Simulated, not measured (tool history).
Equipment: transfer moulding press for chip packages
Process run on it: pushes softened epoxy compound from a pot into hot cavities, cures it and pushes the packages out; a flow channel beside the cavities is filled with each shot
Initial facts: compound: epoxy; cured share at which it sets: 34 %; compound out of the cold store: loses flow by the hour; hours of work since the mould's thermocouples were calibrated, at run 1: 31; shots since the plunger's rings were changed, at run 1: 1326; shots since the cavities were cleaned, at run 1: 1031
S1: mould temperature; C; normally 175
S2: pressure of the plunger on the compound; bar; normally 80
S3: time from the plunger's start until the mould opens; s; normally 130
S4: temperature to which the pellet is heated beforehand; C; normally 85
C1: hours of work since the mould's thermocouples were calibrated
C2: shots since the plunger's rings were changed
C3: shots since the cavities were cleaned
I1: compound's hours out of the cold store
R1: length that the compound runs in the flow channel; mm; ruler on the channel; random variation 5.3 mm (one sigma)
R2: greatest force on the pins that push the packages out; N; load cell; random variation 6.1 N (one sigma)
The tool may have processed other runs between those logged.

run 1 hour=0 | S1=175 S2=80 S3=130 S4=85 | C1=31 C2=1326 C3=1031 | I1=29.3 | R1=557 R2=505
-- hour=19.6 cavities cleaned with cleaning compound and waxed
run 2 hour=39.6 | S1=175 S2=80 S3=130 S4=85 | C1=58 C2=1711 C3=202 | I1=11.4 | R1=583 R2=642
run 3 hour=79.6 | S1=175 S2=80 S3=157 S4=85 | C1=87 C2=2114 C3=605 | I1=30.9 | R1=552 R2=522
run 4 hour=124.5 | S1=175 S2=80 S3=157 S4=85 | C1=119 C2=2566 C3=1057 | I1=40.1 | R1=538 R2=490
-- hour=142.5 cavities cleaned with cleaning compound and waxed
run 5 hour=161.6 | S1=175 S2=80 S3=130 S4=85 | C1=144 C2=2925 C3=193 | I1=40.8 | R1=525 R2=317
-- hour=204 cavities cleaned with cleaning compound and waxed, once more
run 6 hour=213.5 | S1=175 S2=80 S3=130 S4=85 | C1=180 C2=3433 C3=96 | I1=46.6 | R1=510 R2=278
run 7 hour=262.2 | S1=175 S2=80 S3=130 S4=85 | C1=214 C2=3923 C3=586 | I1=16.5 | R1=562 R2=430
run 8 hour=299.1 | S1=175 S2=68.4 S3=130 S4=85 | C1=241 C2=4295 C3=958 | I1=30.8 | R1=483 R2=498
-- hour=324.4 cavities cleaned with cleaning compound and waxed
run 9 hour=332.6 | S1=175 S2=99.5 S3=130 S4=85 | C1=264 C2=4618 C3=82 | I1=11.8 | R1=633 R2=279
run 10 hour=367.5 | S1=175 S2=99.5 S3=130 S4=85 | C1=288 C2=4969 C3=433 | I1=21.1 | R1=596 R2=419
run 11 hour=391.6 | S1=175 S2=99.5 S3=130 S4=85 | C1=305 C2=5213 C3=677 | I1=31.2 | R1=588 R2=456
run 12 hour=436.4 | S1=175 S2=99.5 S3=130 S4=85 | C1=337 C2=5664 C3=1128 | I1=17.7 | R1=602 R2=503
-- hour=444.4 cavities cleaned with cleaning compound and waxed
run 13 hour=486.7 | S1=175 S2=80 S3=139 S4=85 | C1=372 C2=6156 C3=426 | I1=33.9 | R1=507 R2=368
-- hour=495.4 plunger's sealing rings changed
run 14 hour=529.9 | S1=175 S2=80 S3=130 S4=85 | C1=401 C2=348 C3=836 | I1=23.3 | R1=566 R2=477
-- hour=566.5 cavities cleaned with cleaning compound and waxed
run 15 hour=582.5 | S1=175 S2=80 S3=130 S4=85 | C1=437 C2=863 C3=161 | I1=33.7 | R1=555 R2=310
run 16 hour=629.2 | S1=172 S2=80 S3=130 S4=82 | C1=471 C2=1334 C3=632 | I1=11.8 | R1=594 R2=535
run 17 hour=663.1 | S1=172 S2=80 S3=130 S4=82 | C1=495 C2=1676 C3=974 | I1=34.9 | R1=543 R2=552
-- hour=687.9 cavities cleaned with cleaning compound and waxed
run 18 hour=687.9 | S1=172 S2=91.5 S3=127 S4=77 | C1=511 C2=1911 C3=1 | I1=48 | R1=558 R2=263
run 19 hour=726.5 | S1=176 S2=72.3 S3=130 S4=79 | C1=539 C2=2300 C3=390 | I1=31.2 | R1=503 R2=356
run 20 hour=751.9 | S1=175 S2=98.6 S3=130 S4=77 | C1=557 C2=2555 C3=645 | I1=11 | R1=631 R2=466
run 21 hour=802.5 | S1=175 S2=98.6 S3=130 S4=77 | C1=593 C2=3065 C3=1155 | I1=19.3 | R1=622 R2=500
-- hour=806.9 cavities cleaned with cleaning compound and waxed
run 22 hour=840.3 | S1=175 S2=80 S3=150 S4=85 | C1=619 C2=3432 C3=337 | I1=29.2 | R1=528 R2=330
run 23 hour=864.3 | S1=175 S2=80 S3=150 S4=85 | C1=636 C2=3674 C3=579 | I1=23.1 | R1=541 R2=386
run 24 hour=891.3 | S1=170 S2=80 S3=129 S4=85 | C1=655 C2=3945 C3=850 | I1=37 | R1=528 R2=602
-- hour=926.8 cavities cleaned with cleaning compound and waxed
run 25 hour=926.8 | S1=170 S2=80 S3=129 S4=88 | C1=679 C2=4288 C3=0 | I1=29.3 | R1=544 R2=292
run 26 hour=971.1 | S1=170 S2=85.2 S3=162 S4=81 | C1=711 C2=4735 C3=447 | I1=41.3 | R1=532 R2=383
run 27 hour=1006 | S1=168 S2=85.2 S3=162 S4=88 | C1=736 C2=5087 C3=799 | I1=32.2 | R1=553 R2=481
-- hour=1047 cavities cleaned with cleaning compound and waxed
run 28 hour=1053.9 | S1=168 S2=94.7 S3=140 S4=88 | C1=769 C2=5554 C3=69 | I1=10.4 | R1=628 R2=343

What if the next run were any one of these 3? Each begins from the tool's condition after run 28:
-- hour=1060 mould's thermocouples calibrated
run A hour=1097.5 | S1=168 S2=67.6 S3=126 S4=79 | C1=27 C2=5973 C3=488 | I1=17.3 | R1=? R2=?
-- hour=1060 mould's thermocouples calibrated
run B hour=1097.5 | S1=172 S2=78.6 S3=130 S4=85 | C1=27 C2=5973 C3=488 | I1=12.3 | R1=? R2=?
-- hour=1060 mould's thermocouples calibrated
run C hour=1097.5 | S1=168 S2=94.7 S3=124 S4=90 | C1=27 C2=5973 C3=488 | I1=17 | R1=? R2=?

run=A R1=522 R2=762
run=B R1=564 R2=517
run=C R1=615 R2=802
The same runs, with their run-to-run variation unchanged, on a tool lacking any hidden condition would have given:
run=A R1=566 R2=426
run=B R1=612 R2=289
run=C R1=668 R2=447
